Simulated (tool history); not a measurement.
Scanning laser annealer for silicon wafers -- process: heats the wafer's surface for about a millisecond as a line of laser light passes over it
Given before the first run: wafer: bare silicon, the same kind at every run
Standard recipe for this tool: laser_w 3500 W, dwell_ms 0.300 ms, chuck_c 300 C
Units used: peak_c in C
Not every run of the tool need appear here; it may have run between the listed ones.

| run | day | laser_w | dwell_ms | chuck_c | peak_c |
|---|---|---|---|---|---|
| 1 | 0.000 | 3500 | 0.300 | 300 | 1044 |
| 2 | 2.167 | 3500 | 0.300 | 300 | 1041 |
| 3 | 4.988 | 3500 | 0.300 | 295 | 1033 |
|  | 7.575 | optics aligned, line set to its width |
| 4 | 9.033 | 3500 | 0.300 | 300 | 1043 |
| 5 | 11.800 | 3500 | 0.300 | 300 | 1040 |
| 6 | 15.912 | 3679 | 0.300 | 300 | 1084 |
| 7 | 19.304 | 3679 | 0.300 | 300 | 1083 |
| 8 | 21.571 | 3679 | 0.300 | 300 | 1079 |
| 9 | 25.008 | 3679 | 0.300 | 300 | 1075 |
| 10 | 28.946 | 3679 | 0.300 | 300 | 1069 |
|  | 31.238 | window over the wafer cleaned |
| 11 | 31.512 | 3679 | 0.300 | 300 | 1098 |
| 12 | 35.071 | 3265 | 0.231 | 271 | 868 |
| 13 | 39.025 | 3265 | 0.231 | 271 | 862 |
| 14 | 40.929 | 3265 | 0.231 | 271 | 859 |
| 15 | 43.075 | 3265 | 0.231 | 271 | 859 |
| 16 | 46.888 | 3500 | 0.300 | 323 | 1055 |
| 17 | 50.346 | 3842 | 0.320 | 319 | 1173 |
| 18 | 54.217 | 3842 | 0.320 | 319 | 1170 |

Below, each run's measurement less what the same run would have read without the hidden state. Both values contain the same run-to-run variation, but the gauge's scatter may not be the same in both:
Hidden state present: light that passes the window, % of a clean one's; laser's true power over the reading, %; width of the line over the set one, %; drift of the gauge itself on peak_c, C.
| run | peak_c |
|---|---|
| 1 | -15 |
| 2 | -18 |
| 3 | -20 |
| 4 | -16 |
| 5 | -19 |
| 6 | -25 |
| 7 | -29 |
| 8 | -32 |
| 9 | -35 |
| 10 | -40 |
| 11 | -10 |
| 12 | -10 |
| 13 | -13 |
| 14 | -14 |
| 15 | -17 |
| 16 | -24 |
| 17 | -33 |
| 18 | -38 |
